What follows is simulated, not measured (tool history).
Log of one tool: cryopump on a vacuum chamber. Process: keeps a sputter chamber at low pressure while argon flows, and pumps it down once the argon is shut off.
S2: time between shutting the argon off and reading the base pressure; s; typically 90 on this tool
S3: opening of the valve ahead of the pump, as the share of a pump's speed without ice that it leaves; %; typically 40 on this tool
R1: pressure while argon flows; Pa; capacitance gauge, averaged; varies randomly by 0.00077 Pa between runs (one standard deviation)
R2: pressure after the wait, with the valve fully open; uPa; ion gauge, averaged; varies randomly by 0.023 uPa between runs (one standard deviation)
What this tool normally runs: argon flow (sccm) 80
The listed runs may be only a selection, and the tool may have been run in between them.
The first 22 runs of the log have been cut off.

run 23 hour=303.6 | argon_flow_(sccm)=53 S2=38 S3=37 | R1=0.1107 R2=2.10
run 24 hour=320.6 | argon_flow_(sccm)=34 S2=88 S3=25 | R1=0.1040 R2=1.23
run 25 hour=338.8 | argon_flow_(sccm)=85 S2=64 S3=23 | R1=0.2812 R2=1.48
run 26 hour=355.3 | argon_flow_(sccm)=85 S2=64 S3=23 | R1=0.2800 R2=1.50
run 27 hour=366.1 | argon_flow_(sccm)=145 S2=33 S3=58 | R1=0.2023 R2=2.33
run 28 hour=386.4 | argon_flow_(sccm)=145 S2=33 S3=58 | R1=0.2050 R2=2.45
run 29 hour=399.0 | argon_flow_(sccm)=80 S2=105 S3=15 | R1=0.4013 R2=1.14
run 30 hour=409.1 | argon_flow_(sccm)=76 S2=38 S3=53 | R1=0.1158 R2=2.11
run 31 hour=429.4 | argon_flow_(sccm)=76 S2=38 S3=53 | R1=0.1159 R2=2.14
run 32 hour=449.5 | argon_flow_(sccm)=90 S2=85 S3=28 | R1=0.2493 R2=1.27
run 33 hour=462.3 | argon_flow_(sccm)=90 S2=85 S3=28 | R1=0.2480 R2=1.28
run 34 hour=479.6 | argon_flow_(sccm)=90 S2=85 S3=28 | R1=0.2477 R2=1.32

3 options for the next run, each taken on its own from the tool as it stands now. Forecast them:
run A hour=499.9 | argon_flow_(sccm)=90 S2=85 S3=38 | R1=? R2=?
run B hour=499.9 | argon_flow_(sccm)=80 S2=150 S3=15 | R1=? R2=?
run C hour=499.9 | argon_flow_(sccm)=90 S2=85 S3=31 | R1=? R2=?

run=A R1=0.1885 R2=1.33
run=B R1=0.4021 R2=1.09
run=C R1=0.2290 R2=1.35
Stripped of hidden state, with their random variation kept, the same runs would have yielded:
run=A R1=0.1725 R2=0.82
run=B R1=0.3880 R2=0.56
run=C R1=0.2129 R2=0.85
